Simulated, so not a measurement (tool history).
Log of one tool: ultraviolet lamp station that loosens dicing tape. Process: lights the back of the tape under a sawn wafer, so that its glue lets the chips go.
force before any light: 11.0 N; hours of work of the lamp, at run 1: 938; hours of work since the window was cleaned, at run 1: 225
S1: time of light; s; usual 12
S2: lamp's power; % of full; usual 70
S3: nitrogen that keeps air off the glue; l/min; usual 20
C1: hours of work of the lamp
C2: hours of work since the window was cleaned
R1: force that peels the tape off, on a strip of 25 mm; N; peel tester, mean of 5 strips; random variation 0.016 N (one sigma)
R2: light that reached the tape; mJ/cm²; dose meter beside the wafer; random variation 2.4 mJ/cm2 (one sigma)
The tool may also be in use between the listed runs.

run	day	S1	S2	S3	C1	C2	R1	R2
1	0	12	70	20	938	225	1.473	204
2	2.571	22	70	20	968	254	0.375	357
# day 3.417: window cleaned of glue's vapour
3	3.883	22	70	20	983	5	0.527	319
4	6.383	12	70	34	1011	34	1.593	167
5	8.729	12	70	19	1038	61	2.165	163
# day 10.221: window cleaned of glue's vapour, once more
6	10.646	12	70	19	1060	5	1.287	222
7	13.621	12	70	19	1094	39	1.355	213
8	14.912	12	98	12	1109	54	0.973	297
9	16.333	9	100	38	1125	70	0.833	224
10	18.9	9	100	38	1155	99	0.851	221

Forecast each of these 5 alternatives for the next run:
A	21.054	10	75	7	1179	124	?	?
B	21.054	14	63	15	1179	124	?	?
C	21.054	9	91	38	1179	124	?	?
D	21.054	19	100	37	1179	124	?	?
E	21.054	12	70	23	1179	124	?	?

run	R1	R2
A	3.185	179
B	1.61	204
C	1.098	196
D	0.17	450
E	1.339	202
Without the tool's hidden state the same runs would have given:
run	R1	R2
A	2.015	245
B	0.83	282
C	0.517	269
D	0.132	617
E	0.659	276
